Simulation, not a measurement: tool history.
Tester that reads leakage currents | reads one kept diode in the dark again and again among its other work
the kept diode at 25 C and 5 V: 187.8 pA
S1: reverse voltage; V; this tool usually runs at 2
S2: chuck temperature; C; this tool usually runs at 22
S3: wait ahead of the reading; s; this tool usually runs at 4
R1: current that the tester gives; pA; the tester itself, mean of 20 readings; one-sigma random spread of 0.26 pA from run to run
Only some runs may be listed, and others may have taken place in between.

{"run": 1, "day": 0.0, "S1": 2, "S2": 22, "S3": 4, "R1": 86.1}
{"day": 5.612, "done": "chuck's temperature calibrated"}
{"run": 2, "day": 5.979, "S1": 2, "S2": 22, "S3": 4, "R1": 85.26}
{"run": 3, "day": 10.646, "S1": 15.47, "S2": 22, "S3": 4, "R1": 279.85}
{"run": 4, "day": 13.988, "S1": 15.47, "S2": 22, "S3": 4, "R1": 278.6}
{"day": 19.425, "done": "probe card cleaned and baked"}
{"run": 5, "day": 20.804, "S1": 2, "S2": 22, "S3": 1.15, "R1": 86.07}
{"run": 6, "day": 25.842, "S1": 2, "S2": 22, "S3": 1.15, "R1": 85.67}
{"run": 7, "day": 33.862, "S1": 2, "S2": 23, "S3": 1.15, "R1": 93.6}
{"run": 8, "day": 41.771, "S1": 5.77, "S2": 22, "S3": 1.15, "R1": 158.55}
{"run": 9, "day": 48.317, "S1": 18.18, "S2": 22, "S3": 0.41, "R1": 316.27}
{"run": 10, "day": 54.162, "S1": 4.65, "S2": 40, "S3": 5.62, "R1": 615.44}

Here are 5 independent what-if runs from the current tool condition. What would each one return?
{"run": "A", "day": 60.775, "S1": 9.48, "S2": 59, "S3": 1.42, "R1": "?"}
{"run": "B", "day": 60.775, "S1": 4.65, "S2": 40, "S3": 0.85, "R1": "?"}
{"run": "C", "day": 60.775, "S1": 4.31, "S2": 44, "S3": 5.62, "R1": "?"}
{"run": "D", "day": 60.775, "S1": 2.91, "S2": 22, "S3": 1.96, "R1": "?"}
{"run": "E", "day": 60.775, "S1": 1.03, "S2": 22, "S3": 4, "R1": "?"}

run=A R1=3719.36
run=B R1=618.61
run=C R1=803.45
run=D R1=106.55
run=E R1=58.39
Without the tool's unlogged condition, the same runs would have read:
run=A R1=3717
run=B R1=618.15
run=C R1=802.88
run=D R1=106.44
run=E R1=58.34
